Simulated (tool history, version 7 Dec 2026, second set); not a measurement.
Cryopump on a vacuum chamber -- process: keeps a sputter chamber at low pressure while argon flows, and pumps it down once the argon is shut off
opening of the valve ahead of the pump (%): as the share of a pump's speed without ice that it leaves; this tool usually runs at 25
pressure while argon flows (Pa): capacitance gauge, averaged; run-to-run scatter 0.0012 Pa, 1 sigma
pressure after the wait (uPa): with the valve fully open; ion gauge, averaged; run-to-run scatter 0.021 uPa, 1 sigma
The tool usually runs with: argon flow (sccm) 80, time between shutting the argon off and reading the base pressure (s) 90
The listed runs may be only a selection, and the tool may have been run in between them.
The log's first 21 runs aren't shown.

run    hour  argon flow (sccm)  time between shutting the argon off and reading the base pressure (s)  opening of the valve ahead of the pump (%)  pressure while argon flows (Pa)  pressure after the wait (uPa)
 22  1905.5                154                                                                     22                                          15                           0.8733                           1.39
 23  2002.5                 80                                                                    167                                          25                           0.2775                           0.79
       2017  -- leaking fittings of the chamber tightened, without venting
 24  2096.1                121                                                                     22                                          25                           0.4262                           0.94
 25  2150.4                 80                                                                     35                                          20                           0.3518                           0.69
 26  2262.8                 80                                                                     35                                          20                           0.3561                           0.74
     2293.7  -- pump warmed up, emptied and cooled again
 27  2343.6                 80                                                                     35                                          40                           0.1679                            0.7
 28  2446.4                151                                                                    252                                          26                           0.4934                           0.37
 29  2533.1                 48                                                                     90                                          42                           0.1005                           0.49
 30  2587.3                150                                                                     37                                          31                           0.4189                           0.82
 31  2672.1                 46                                                                    177                                          58                           0.0745                           0.44
 32  2744.5                 80                                                                     36                                          25                           0.2813                           0.84
 33  2794.3                 80                                                                     36                                          25                           0.2871                           0.88

Each row is a separate what-if for the run after 33, all from the same tool condition, not one after another. Results?
  A  2872.4                 41                                                                     40                                          25                                ?                              ?
  B  2872.4                153                                                                     84                                          42                                ?                              ?
  C  2872.4                110                                                                     90                                          25                                ?                              ?
  D  2872.4                109                                                                     44                                          25                                ?                              ?

run  pressure while argon flows (Pa)  pressure after the wait (uPa)
  A                           0.1471                           0.88
  B                           0.3458                           0.68
  C                           0.3993                           0.67
  D                           0.3949                           0.89
What these runs would have given with no unlogged condition in the tool:
run  pressure while argon flows (Pa)  pressure after the wait (uPa)
  A                           0.1358                           0.55
  B                           0.3032                           0.36
  C                           0.3685                           0.34
  D                           0.3644                           0.56
